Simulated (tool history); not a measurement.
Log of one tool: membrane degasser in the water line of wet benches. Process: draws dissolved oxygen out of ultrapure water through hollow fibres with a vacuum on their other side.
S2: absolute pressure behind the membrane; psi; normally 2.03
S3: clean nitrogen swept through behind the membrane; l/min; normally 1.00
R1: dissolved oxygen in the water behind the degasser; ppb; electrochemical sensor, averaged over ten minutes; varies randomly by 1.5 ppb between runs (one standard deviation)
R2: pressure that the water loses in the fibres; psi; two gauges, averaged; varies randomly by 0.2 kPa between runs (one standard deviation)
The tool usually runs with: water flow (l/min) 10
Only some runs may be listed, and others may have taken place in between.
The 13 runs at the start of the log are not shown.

Run 14, hour 1801.9: usual settings but S2 1.61 psi, S3 2.36 l/min. Result: R1 85.7 ppb, R2 6.231 psi.
Run 15, hour 1917.2: usual settings but S2 1.61 psi, S3 2.36 l/min. Result: R1 85.3 ppb, R2 6.229 psi.
Run 16, hour 2033.5: usual settings but S2 1.61 psi, S3 2.36 l/min. Result: R1 85.9 ppb, R2 6.235 psi.
Run 17, hour 2178.9: usual settings but water flow (l/min) 11, S2 1.61 psi, S3 2.36 l/min. Result: R1 95.4 ppb, R2 6.818 psi.
Run 18, hour 2263.6: usual settings but water flow (l/min) 11, S2 3.03 psi, S3 2.80 l/min. Result: R1 171.5 ppb, R2 6.879 psi.
At hour 2404.3: seals of the vacuum lines changed.
Run 19, hour 2444.8: usual settings but water flow (l/min) 8, S2 3.71 psi, S3 0.72 l/min. Result: R1 554.0 ppb, R2 4.949 psi.
Run 20, hour 2652.7: usual settings but water flow (l/min) 14, S3 0.59 l/min. Result: R1 529.8 ppb, R2 8.704 psi.
Run 21, hour 2827.8: usual settings but S2 3.26 psi, S3 2.09 l/min. Result: R1 223.4 ppb, R2 6.216 psi.
Run 22, hour 2958.3: usual settings but water flow (l/min) 13, S2 1.64 psi. Result: R1 246.5 ppb, R2 8.083 psi.
Run 23, hour 3118.7: usual settings but water flow (l/min) 9, S2 2.76 psi, S3 1.18 l/min. Result: R1 280.5 ppb, R2 5.594 psi.
Run 24, hour 3282.6: usual settings but water flow (l/min) 8, S3 1.12 l/min. Result: R1 186.5 ppb, R2 4.959 psi.
Run 25, hour 3401.7: usual settings but water flow (l/min) 6, S2 1.99 psi, S3 1.13 l/min. Result: R1 134.8 ppb, R2 3.748 psi.
Run 26, hour 3487.4: usual settings but S2 4.09 psi, S3 0.56 l/min. Result: R1 914.4 ppb, R2 6.187 psi.
Run 27, hour 3687.7: usual settings but water flow (l/min) 15, S3 2.12 l/min. Result: R1 192.6 ppb, R2 9.295 psi.
Run 28, hour 3852.4: usual settings but S2 2.28 psi, S3 0.66 l/min. Result: R1 420.3 ppb, R2 6.219 psi.

Forecast run 29:
Run 29, hour 4029.3: usual settings but S2 1.77 psi, S3 0.96 l/min. Result: R1 ?, R2 ?.

R1: 219.5 ppb
R2: 6.211 psi
Without the tool's hidden state the same run would have given R1 219.2 ppb, R2 6.202 psi.
